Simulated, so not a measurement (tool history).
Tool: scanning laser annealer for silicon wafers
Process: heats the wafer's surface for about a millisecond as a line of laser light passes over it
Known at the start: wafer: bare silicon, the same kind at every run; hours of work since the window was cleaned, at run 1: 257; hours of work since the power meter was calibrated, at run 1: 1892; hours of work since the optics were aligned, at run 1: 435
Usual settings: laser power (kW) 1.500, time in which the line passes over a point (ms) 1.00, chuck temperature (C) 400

run     day  laser power (kW)  time in which the line passes over a point (ms)  chuck temperature (C)  hours of work since the window was cleaned  hours of work since the power meter was calibrated  hours of work since the optics were aligned  highest temperature of the surface (C)
  1   0.000             1.500                                             1.00                    400                                         257                                                1892                                          435                                  1193.5
  2   2.554             1.500                                             1.00                    400                                         299                                                1934                                          477                                  1191.0
  3   3.992             1.500                                             1.00                    400                                         322                                                1957                                          500                                  1192.0
  4   5.700             1.500                                             0.92                    400                                         349                                                1984                                          528                                  1159.9
  5   9.204             1.500                                             1.00                    397                                         406                                                2041                                          584                                  1185.3
  6  10.904             1.500                                             1.00                    397                                         433                                                2069                                          612                                  1184.8
  7  14.258             1.500                                             1.00                    397                                         488                                                2123                                          666                                  1183.3
  8  17.658             1.500                                             1.12                    400                                         543                                                2178                                          721                                  1228.0
     19.112  -- window over the wafer cleaned
  9  19.229             1.500                                             1.12                    400                                           2                                                2202                                          745                                  1243.3
     19.767  -- optics aligned, line set to its width
 10  21.525             1.500                                             1.12                    400                                          36                                                2236                                           28                                  1250.1
 11  22.946             1.500                                             1.12                    400                                          59                                                2259                                           51                                  1250.6
 12  25.867             1.500                                             1.00                    369                                         106                                                2306                                           99                                  1172.4
 13  29.346             1.500                                             1.00                    369                                         162                                                2362                                          155                                  1170.9
 14  32.142             1.500                                             1.00                    369                                         207                                                2407                                          200                                  1170.4
 15  33.750             1.500                                             1.00                    369                                         233                                                2433                                          226                                  1168.1
 16  36.104             1.500                                             1.00                    369                                         271                                                2471                                          264                                  1165.9
 17  38.279             1.500                                             1.23                    400                                         306                                                2506                                          299                                  1280.8
 18  40.162             1.564                                             1.00                    400                                         337                                                2537                                          330                                  1227.6
 19  42.350             1.564                                             1.00                    400                                         372                                                2572                                          365                                  1225.7
 20  45.588             1.564                                             1.00                    400                                         425                                                2625                                          417                                  1222.7
 21  48.929             1.276                                             1.00                    416                                         479                                                2679                                          471                                  1099.4
 22  51.100             1.448                                             1.01                    400                                         514                                                2714                                          507                                  1170.3
 23  53.775             1.361                                             1.00                    400                                         557                                                2757                                          550                                  1122.1
     54.142  -- window over the wafer cleaned
 24  57.146             1.326                                             1.00                    404                                          49                                                2810                                          603                                  1120.8
 25  59.633             1.326                                             1.00                    404                                          89                                                2850                                          643                                  1118.4
 26  62.671             1.500                                             1.00                    415                                         138                                                2899                                          692                                  1213.6
 27  65.683             1.500                                             0.82                    400                                         187                                                2948                                          741                                  1125.0
     66.450  -- optics aligned, line set to its width
 28  67.554             1.535                                             1.23                    438                                         213                                                2975                                           18                                  1348.2
 29  70.925             1.535                                             1.23                    372                                         268                                                3029                                           72                                  1279.5
 30  73.529             1.575                                             0.72                    427                                         310                                                3071                                          114                                  1146.8
 31  76.825             1.557                                             1.25                    438                                         363                                                3125                                          168                                  1361.8
 32  78.600             1.557                                             1.25                    438                                         392                                                3154                                          196                                  1360.0
 33  80.083             1.368                                             0.71                    423                                         416                                                3177                                          220                                  1048.9
     80.946  -- laser's power meter calibrated
 34  81.971             1.368                                             0.71                    423                                         444                                                  17                                          249                                  1032.9
 35  84.262             1.595                                             0.71                    423                                         482                                                  54                                          286                                  1123.5
 36  85.767             1.595                                             0.71                    423                                         506                                                  78                                          310                                  1121.6
 37  87.417             1.595                                             0.71                    423                                         532                                                 105                                          337                                  1121.1
 38  88.908             1.595                                             0.71                    423                                         557                                                 129                                          361                                  1122.8
     89.304  -- window over the wafer cleaned
 39  90.767             1.621                                             0.86                    437                                          24                                                 157                                          390                                  1225.0

Forecast each of these 5 alternatives for the next run:
  A  94.196             1.500                                             1.00                    386                                          79                                                 213                                          445                                       ?
  B  94.196             1.460                                             0.86                    390                                          79                                                 213                                          445                                       ?
  C  94.196             1.535                                             0.86                    437                                          79                                                 213                                          445                                       ?
  D  94.196             1.464                                             0.86                    437                                          79                                                 213                                          445                                       ?
  E  94.196             1.590                                             1.09                    400                                          79                                                 213                                          445                                       ?

run  highest temperature of the surface (C)
  A                                  1173.3
  B                                  1104.9
  C                                  1185.0
  D                                  1152.6
  E                                  1265.0
Without the tool's hidden state the same runs would have given:
run  highest temperature of the surface (C)
  A                                  1181.2
  B                                  1112.0
  C                                  1192.5
  D                                  1159.7
  E                                  1273.7

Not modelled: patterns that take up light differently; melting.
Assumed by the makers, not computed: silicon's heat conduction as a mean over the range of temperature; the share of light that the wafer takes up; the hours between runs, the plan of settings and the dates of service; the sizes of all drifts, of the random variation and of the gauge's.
